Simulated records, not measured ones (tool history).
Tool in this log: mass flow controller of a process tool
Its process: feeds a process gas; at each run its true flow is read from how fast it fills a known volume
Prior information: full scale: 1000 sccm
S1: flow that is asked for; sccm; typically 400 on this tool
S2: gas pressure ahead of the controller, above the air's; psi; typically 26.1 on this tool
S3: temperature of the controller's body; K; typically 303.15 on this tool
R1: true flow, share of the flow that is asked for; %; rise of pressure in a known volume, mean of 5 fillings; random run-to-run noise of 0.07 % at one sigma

run	day	S1	S2	S3	R1
1	0	400	26.1	303.15	98.98
2	9.562	400	26.1	303.15	99.03
3	18.796	400	26.1	303.15	99.18
4	32.379	222	26.1	303.15	100.44
5	40.704	222	26.1	303.15	100.58
6	52.762	222	26.1	303.15	100.59
7	66.183	400	26.1	303.15	99.27
8	78.767	400	26.1	303.15	99.37
9	90.708	236	26.1	303.15	100.93
10	104.158	400	26.1	298.15	99.14
11	114.525	400	26.1	304.15	99.65
12	120.408	400	25.8	303.15	99.5
13	130.25	400	26.3	303.15	99.63
14	141.479	400	33.5	303.15	100.08
15	152.883	400	33.5	303.15	100.12
16	163.188	400	33.5	303.15	100.16
# day 170.396: controller's zero set anew
17	173.008	400	26.4	303.15	102.14
18	179.529	400	22.2	299.15	101.63
19	186.596	160	32.3	303.15	110.97
20	195.392	502	26.1	303.15	101.41
21	203.712	122	24.7	303.15	116.03
22	217.296	176	24.7	306.15	110.13
# day 220.712: controller's zero set anew, once more
23	230.167	176	24.7	306.15	95.62
24	241.85	114	24.7	306.15	95.91
25	250.121	888	24.7	306.15	97.42
26	263.654	200	21.3	308.15	96.11
27	276.271	400	26.1	299.15	95.84
28	287.167	163	30.6	295.15	96.19
29	298.704	410	26.1	303.15	96.18

Alternative continuations, all from the tool just after run 29; predict every row:
A	312.275	929	33.9	295.15	?
B	312.275	992	38	304.15	?
C	312.275	400	24.4	309.15	?

run	R1
A	97.27
B	98.35
C	96.54
With the hidden condition removed and each run's random variation left untouched, the same runs would have given:
run	R1
A	99.79
B	100.9
C	98.45

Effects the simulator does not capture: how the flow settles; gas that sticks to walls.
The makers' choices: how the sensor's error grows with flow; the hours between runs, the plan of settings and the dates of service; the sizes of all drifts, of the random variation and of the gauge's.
